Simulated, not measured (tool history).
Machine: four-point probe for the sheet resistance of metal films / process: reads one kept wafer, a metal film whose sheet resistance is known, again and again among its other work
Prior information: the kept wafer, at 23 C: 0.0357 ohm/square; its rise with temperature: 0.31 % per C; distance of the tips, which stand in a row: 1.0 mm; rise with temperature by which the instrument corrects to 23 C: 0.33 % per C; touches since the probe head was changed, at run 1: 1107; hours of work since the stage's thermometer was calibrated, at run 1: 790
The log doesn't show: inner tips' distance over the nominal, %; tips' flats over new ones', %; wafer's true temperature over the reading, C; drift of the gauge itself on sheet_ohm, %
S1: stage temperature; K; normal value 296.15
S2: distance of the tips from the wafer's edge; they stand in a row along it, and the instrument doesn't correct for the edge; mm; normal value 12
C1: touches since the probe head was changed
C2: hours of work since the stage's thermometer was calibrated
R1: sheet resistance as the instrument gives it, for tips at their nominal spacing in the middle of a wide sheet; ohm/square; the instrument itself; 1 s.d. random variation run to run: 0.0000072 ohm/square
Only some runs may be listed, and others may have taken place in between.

| run | hour | S1 | S2 | C1 | C2 | R1 |
|---|---|---|---|---|---|---|
| 1 | 0 | 296.15 | 12 | 1107 | 790 | 0.035789 |
| 2 | 14 | 296.15 | 12 | 1268 | 797 | 0.035789 |
| 3 | 30.5 | 296.15 | 19 | 1459 | 805 | 0.035724 |
| 4 | 45.7 | 296.15 | 19 | 1633 | 812 | 0.03571 |
| 5 | 56.2 | 296.15 | 19 | 1755 | 817 | 0.035722 |
| 6 | 70.9 | 296.15 | 19 | 1923 | 825 | 0.035728 |
| 7 | 80.9 | 296.15 | 12 | 2039 | 829 | 0.035801 |
| 8 | 94.4 | 296.15 | 12 | 2195 | 836 | 0.035802 |
| 9 | 108.3 | 296.15 | 12 | 2355 | 843 | 0.035809 |
| 10 | 121.2 | 296.15 | 12 | 2503 | 849 | 0.035806 |
|  | 122.6 | stage's thermometer calibrated |
| 11 | 134.8 | 296.15 | 12 | 2655 | 6 | 0.035803 |
| 12 | 146.8 | 296.15 | 9 | 2793 | 12 | 0.035921 |
| 13 | 156.3 | 296.15 | 9 | 2902 | 17 | 0.035903 |
| 14 | 166.4 | 294.15 | 12 | 3019 | 22 | 0.03582 |
| 15 | 181.3 | 296.15 | 70 | 3191 | 29 | 0.035677 |
| 16 | 190.2 | 307.15 | 46 | 3292 | 33 | 0.035614 |
| 17 | 203.3 | 295.15 | 32 | 3443 | 40 | 0.035709 |
|  | 213.1 | stage's thermometer calibrated, once more |
| 18 | 218.2 | 300.15 | 7 | 3610 | 3 | 0.036012 |
| 19 | 234.2 | 300.15 | 7 | 3794 | 10 | 0.036009 |
| 20 | 240.9 | 300.15 | 7 | 3872 | 14 | 0.036017 |
| 21 | 251.9 | 301.15 | 7 | 3998 | 19 | 0.035997 |
| 22 | 265.9 | 297.15 | 8 | 4159 | 26 | 0.035934 |
| 23 | 273.1 | 296.15 | 3 | 4242 | 29 | 0.037663 |
| 24 | 280.8 | 296.15 | 3 | 4331 | 33 | 0.037657 |
| 25 | 296 | 292.15 | 12 | 4506 | 41 | 0.035799 |
| 26 | 306 | 296.15 | 22 | 4621 | 46 | 0.035701 |
| 27 | 322.4 | 306.15 | 4 | 4810 | 54 | 0.036751 |

Take each entry between the runs: how does the hidden state at the last listed run before it differ from the hidden state at the first listed run after it?
Runs 10 to 11: stage's thermometer calibrated (hour 122.6)
  inner tips' distance over the nominal, %: -0.146 -> -0.145; wafer's true temperature over the reading, C: 0.21 -> 0.29
  what was measured, less what the result would be without the hidden state, R1: -0.000033 -> -0.000024 ohm/square
Runs 17 to 18: stage's thermometer calibrated, once more (hour 213.1)
  inner tips' distance over the nominal, %: -0.142 -> -0.141; wafer's true temperature over the reading, C: 0.29 -> 0.04
  what was measured, less what the result would be without the hidden state, R1: -0.000022 -> -0.000051 ohm/square
